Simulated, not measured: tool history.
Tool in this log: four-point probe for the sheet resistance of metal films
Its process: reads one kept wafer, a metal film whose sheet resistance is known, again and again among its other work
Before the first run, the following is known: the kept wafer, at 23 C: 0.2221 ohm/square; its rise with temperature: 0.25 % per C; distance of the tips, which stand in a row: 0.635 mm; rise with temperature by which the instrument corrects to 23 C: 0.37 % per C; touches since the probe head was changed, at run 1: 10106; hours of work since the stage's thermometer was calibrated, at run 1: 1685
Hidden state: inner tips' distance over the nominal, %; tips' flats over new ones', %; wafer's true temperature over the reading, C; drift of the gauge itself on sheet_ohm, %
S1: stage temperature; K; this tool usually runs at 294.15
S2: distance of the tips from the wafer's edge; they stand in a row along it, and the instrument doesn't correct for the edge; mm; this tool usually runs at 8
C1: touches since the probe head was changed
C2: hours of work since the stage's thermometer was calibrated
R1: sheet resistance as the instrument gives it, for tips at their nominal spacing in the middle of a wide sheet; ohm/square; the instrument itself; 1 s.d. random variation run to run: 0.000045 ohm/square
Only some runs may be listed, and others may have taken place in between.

run	day	S1	S2	C1	C2	R1
1	0.000	294.15	8	10106	1685	0.224114
2	3.167	294.15	8	11249	1721	0.224081
3	5.725	294.15	8	12172	1750	0.223998
4	8.171	299.15	8	13055	1777	0.222655
5	10.667	297.15	8	13955	1806	0.223194
6	13.142	294.15	8	14849	1834	0.224052
7	15.612	294.15	8	15740	1862	0.223930
8	18.212	294.15	4	16679	1891	0.226139
9	19.950	294.15	4	17305	1911	0.226186
10	21.729	294.15	4	17948	1931	0.226086
11	24.588	294.15	4	18979	1964	0.226109
12	26.362	299.15	8	19621	1984	0.222517
13	28.142	299.15	8	20262	2004	0.222478
14	30.779	303.15	8	21213	2034	0.221475
15	33.371	294.15	8	22149	2064	0.223722
16	35.788	294.15	8	23022	2091	0.223765
17	39.142	294.15	47	24232	2129	0.222993
18	42.121	294.15	8	25307	2163	0.223685
19	45.717	294.15	8	26604	2204	0.223659
20	49.242	294.15	8	27876	2244	0.223645
21	52.217	294.15	8	28950	2278	0.223691
22	55.600	294.15	8	30172	2316	0.223533
23	58.038	307.15	10	31052	2344	0.219899
24	60.529	301.15	25	31950	2372	0.221017
25	64.029	294.15	30	33214	2412	0.222770
26	66.904	292.15	20	34251	2444	0.223477
# day 67.238: stage's thermometer calibrated
27	68.867	292.15	20	34952	18	0.223281
28	72.092	296.15	5	36116	55	0.223965
29	73.700	296.15	5	36696	73	0.223898
# day 75.133: stage's thermometer calibrated, once more
30	75.275	296.15	5	37257	2	0.224317
31	77.025	294.15	7	37888	21	0.223943
32	80.408	294.15	7	39110	60	0.223931
33	82.221	292.15	50	39764	80	0.223485
34	85.817	296.15	68	41062	121	0.222440
35	87.958	307.15	8	41835	146	0.220183
36	90.658	297.15	9	42808	176	0.222639
37	93.850	296.15	18	43960	212	0.222436
38	95.438	304.15	18	44533	230	0.220248
39	98.375	297.15	8	45593	264	0.222672
40	100.654	303.15	20	46416	290	0.220491
41	102.192	303.15	20	46971	307	0.220463
42	104.492	303.15	20	47802	333	0.220428
43	106.012	303.15	20	48350	351	0.220444
44	107.562	294.15	41	48909	368	0.222736

Across each entry between runs, compare the hidden state at the last listed run before it with the hidden state at the first listed run after it:
After run 26, before run 27: stage's thermometer calibrated (day 67.238)
  inner tips' distance over the nominal, %: 0.174 -> 0.169; wafer's true temperature over the reading, C: -0.59 -> -0.86
  measured value less the no-hidden-state value, R1: +0.000089 -> -0.000077 ohm/square
After run 29, before run 30: stage's thermometer calibrated, once more (day 75.133)
  inner tips' distance over the nominal, %: 0.153 -> 0.149; wafer's true temperature over the reading, C: -0.87 -> -0.04
  measured value less the no-hidden-state value, R1: -0.000118 -> +0.000338 ohm/square
